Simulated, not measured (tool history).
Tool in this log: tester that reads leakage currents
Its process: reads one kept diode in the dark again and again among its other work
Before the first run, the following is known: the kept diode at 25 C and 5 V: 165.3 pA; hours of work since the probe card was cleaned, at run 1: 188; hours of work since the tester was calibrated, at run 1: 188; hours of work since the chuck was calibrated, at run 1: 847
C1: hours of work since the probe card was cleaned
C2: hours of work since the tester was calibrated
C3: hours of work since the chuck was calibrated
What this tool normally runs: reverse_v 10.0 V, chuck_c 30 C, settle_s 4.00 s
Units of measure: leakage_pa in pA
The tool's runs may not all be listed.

run 1 hour=0.0 | reverse_v=10.0 chuck_c=30 settle_s=4.00 | C1=188 C2=188 C3=847 | leakage_pa=298.31
run 2 hour=99.5 | reverse_v=10.0 chuck_c=30 settle_s=4.00 | C1=245 C2=245 C3=904 | leakage_pa=298.18
run 3 hour=147.1 | reverse_v=1.9 chuck_c=30 settle_s=4.00 | C1=272 C2=272 C3=932 | leakage_pa=163.64
run 4 hour=219.8 | reverse_v=1.9 chuck_c=30 settle_s=4.00 | C1=314 C2=314 C3=974 | leakage_pa=163.43
run 5 hour=297.5 | reverse_v=1.9 chuck_c=30 settle_s=4.00 | C1=359 C2=359 C3=1019 | leakage_pa=163.01
run 6 hour=350.6 | reverse_v=1.9 chuck_c=30 settle_s=4.00 | C1=390 C2=390 C3=1049 | leakage_pa=163.59
run 7 hour=406.0 | reverse_v=1.9 chuck_c=30 settle_s=4.00 | C1=422 C2=422 C3=1081 | leakage_pa=162.10
run 8 hour=513.4 | reverse_v=10.0 chuck_c=30 settle_s=4.00 | C1=484 C2=484 C3=1143 | leakage_pa=297.46
run 9 hour=580.8 | reverse_v=10.0 chuck_c=30 settle_s=0.47 | C1=523 C2=523 C3=1182 | leakage_pa=302.55
run 10 hour=654.9 | reverse_v=10.0 chuck_c=30 settle_s=0.47 | C1=566 C2=566 C3=1225 | leakage_pa=302.64
run 11 hour=732.2 | reverse_v=10.0 chuck_c=30 settle_s=0.47 | C1=610 C2=610 C3=1270 | leakage_pa=303.62
run 12 hour=781.9 | reverse_v=10.0 chuck_c=20 settle_s=0.47 | C1=639 C2=639 C3=1298 | leakage_pa=151.90
run 13 hour=880.8 | reverse_v=10.0 chuck_c=20 settle_s=0.47 | C1=696 C2=696 C3=1355 | leakage_pa=151.95
run 14 hour=980.5 | reverse_v=10.0 chuck_c=20 settle_s=1.74 | C1=754 C2=754 C3=1413 | leakage_pa=146.90
run 15 hour=1067.3 | reverse_v=10.0 chuck_c=20 settle_s=1.74 | C1=804 C2=804 C3=1463 | leakage_pa=146.77
run 16 hour=1170.2 | reverse_v=10.0 chuck_c=20 settle_s=1.74 | C1=863 C2=863 C3=1522 | leakage_pa=146.90
run 17 hour=1221.5 | reverse_v=10.0 chuck_c=20 settle_s=1.74 | C1=893 C2=893 C3=1552 | leakage_pa=147.17
run 18 hour=1286.4 | reverse_v=10.0 chuck_c=30 settle_s=2.27 | C1=930 C2=930 C3=1589 | leakage_pa=295.58
-- hour=1296.8 chuck's temperature calibrated
run 19 hour=1393.8 | reverse_v=2.0 chuck_c=30 settle_s=4.00 | C1=991 C2=991 C3=56 | leakage_pa=159.32
run 20 hour=1457.6 | reverse_v=1.7 chuck_c=34 settle_s=4.12 | C1=1028 C2=1028 C3=93 | leakage_pa=197.63
run 21 hour=1526.0 | reverse_v=1.5 chuck_c=52 settle_s=5.85 | C1=1067 C2=1067 C3=132 | leakage_pa=603.26
run 22 hour=1605.5 | reverse_v=1.5 chuck_c=29 settle_s=0.59 | C1=1113 C2=1113 C3=178 | leakage_pa=133.73
run 23 hour=1698.9 | reverse_v=4.3 chuck_c=30 settle_s=4.08 | C1=1167 C2=1167 C3=232 | leakage_pa=209.13
-- hour=1734.3 chuck's temperature calibrated, once more
run 24 hour=1770.0 | reverse_v=4.3 chuck_c=30 settle_s=1.34 | C1=1207 C2=1207 C3=21 | leakage_pa=222.85

Run 25 comes next. What will it give?
run 25 hour=1821.9 | reverse_v=10.0 chuck_c=39 settle_s=4.00 | C1=1237 C2=1237 C3=51 | leakage_pa=?

{"run 25": {"leakage_pa": 552.13}}
With the hidden condition absent and the run-to-run variation left alone, this run would have shown leakage_pa 556.97 pA.
